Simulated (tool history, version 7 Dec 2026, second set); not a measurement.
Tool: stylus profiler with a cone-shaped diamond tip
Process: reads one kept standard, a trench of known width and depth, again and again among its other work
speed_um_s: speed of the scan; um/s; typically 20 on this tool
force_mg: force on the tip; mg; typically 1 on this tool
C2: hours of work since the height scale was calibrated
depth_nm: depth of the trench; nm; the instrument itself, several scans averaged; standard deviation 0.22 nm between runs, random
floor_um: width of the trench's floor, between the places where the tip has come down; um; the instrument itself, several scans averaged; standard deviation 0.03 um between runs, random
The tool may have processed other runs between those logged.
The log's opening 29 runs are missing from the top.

{"run": 30, "day": 15.25, "speed_um_s": 10, "force_mg": 0.53, "scans with this tip": 5142, "C2": 574, "depth_nm": 1002.31, "floor_um": 46.41}
{"run": 31, "day": 15.704, "speed_um_s": 6, "force_mg": 0.5, "scans with this tip": 5219, "C2": 583, "depth_nm": 1002.14, "floor_um": 46.48}
{"run": 32, "day": 16.271, "speed_um_s": 20, "force_mg": 0.73, "scans with this tip": 5315, "C2": 594, "depth_nm": 1003.04, "floor_um": 46.41}
{"run": 33, "day": 16.917, "speed_um_s": 20, "force_mg": 2.24, "scans with this tip": 5423, "C2": 606, "depth_nm": 1006.06, "floor_um": 46.43}
{"run": 34, "day": 17.654, "speed_um_s": 30, "force_mg": 0.84, "scans with this tip": 5548, "C2": 620, "depth_nm": 1002.85, "floor_um": 46.28}
{"run": 35, "day": 18.304, "speed_um_s": 15, "force_mg": 0.74, "scans with this tip": 5658, "C2": 632, "depth_nm": 1002.88, "floor_um": 46.44}
{"run": 36, "day": 18.875, "speed_um_s": 6, "force_mg": 0.48, "scans with this tip": 5754, "C2": 643, "depth_nm": 1002.17, "floor_um": 46.43}
{"run": 37, "day": 19.283, "speed_um_s": 30, "force_mg": 0.48, "scans with this tip": 5823, "C2": 650, "depth_nm": 1001.89, "floor_um": 46.24}
{"run": 38, "day": 19.854, "speed_um_s": 13, "force_mg": 1.17, "scans with this tip": 5919, "C2": 661, "depth_nm": 1003.52, "floor_um": 46.4}
{"run": 39, "day": 20.396, "speed_um_s": 37, "force_mg": 2.06, "scans with this tip": 6011, "C2": 671, "depth_nm": 1005.38, "floor_um": 46.34}
{"run": 40, "day": 20.783, "speed_um_s": 35, "force_mg": 1.82, "scans with this tip": 6076, "C2": 679, "depth_nm": 1005.65, "floor_um": 46.34}
{"run": 41, "day": 21.492, "speed_um_s": 29, "force_mg": 0.71, "scans with this tip": 6196, "C2": 692, "depth_nm": 1003.06, "floor_um": 46.29}
{"run": 42, "day": 21.925, "speed_um_s": 29, "force_mg": 0.71, "scans with this tip": 6268, "C2": 700, "depth_nm": 1002.62, "floor_um": 46.29}
{"run": 43, "day": 22.583, "speed_um_s": 6, "force_mg": 1.6, "scans with this tip": 6380, "C2": 712, "depth_nm": 1004.51, "floor_um": 46.44}
{"run": 44, "day": 22.971, "speed_um_s": 7, "force_mg": 0.38, "scans with this tip": 6445, "C2": 720, "depth_nm": 1001.91, "floor_um": 46.49}
{"run": 45, "day": 23.675, "speed_um_s": 7, "force_mg": 0.38, "scans with this tip": 6564, "C2": 733, "depth_nm": 1001.62, "floor_um": 46.45}
{"run": 46, "day": 24.383, "speed_um_s": 7, "force_mg": 0.94, "scans with this tip": 6683, "C2": 746, "depth_nm": 1003.71, "floor_um": 46.45}
{"run": 47, "day": 25.083, "speed_um_s": 7, "force_mg": 0.94, "scans with this tip": 6801, "C2": 760, "depth_nm": 1003.56, "floor_um": 46.46}
{"run": 48, "day": 25.729, "speed_um_s": 36, "force_mg": 1.16, "scans with this tip": 6910, "C2": 772, "depth_nm": 1003.87, "floor_um": 46.26}

Branching from run 48: 3 alternative next runs. What would each branch give?
{"run": "A", "day": 26.475, "speed_um_s": 35, "force_mg": 0.48, "scans with this tip": 7036, "C2": 786, "depth_nm": "?", "floor_um": "?"}
{"run": "B", "day": 26.475, "speed_um_s": 13, "force_mg": 1.48, "scans with this tip": 7036, "C2": 786, "depth_nm": "?", "floor_um": "?"}
{"run": "C", "day": 26.475, "speed_um_s": 21, "force_mg": 2.95, "scans with this tip": 7036, "C2": 786, "depth_nm": "?", "floor_um": "?"}

run=A depth_nm=1002.47 floor_um=46.18
run=B depth_nm=1004.39 floor_um=46.49
run=C depth_nm=1006.93 floor_um=46.42
Without the tool's unlogged condition, the same runs would have read:
run=A depth_nm=1002.51 floor_um=46.19
run=B depth_nm=1004.42 floor_um=46.49
run=C depth_nm=1006.96 floor_um=46.43

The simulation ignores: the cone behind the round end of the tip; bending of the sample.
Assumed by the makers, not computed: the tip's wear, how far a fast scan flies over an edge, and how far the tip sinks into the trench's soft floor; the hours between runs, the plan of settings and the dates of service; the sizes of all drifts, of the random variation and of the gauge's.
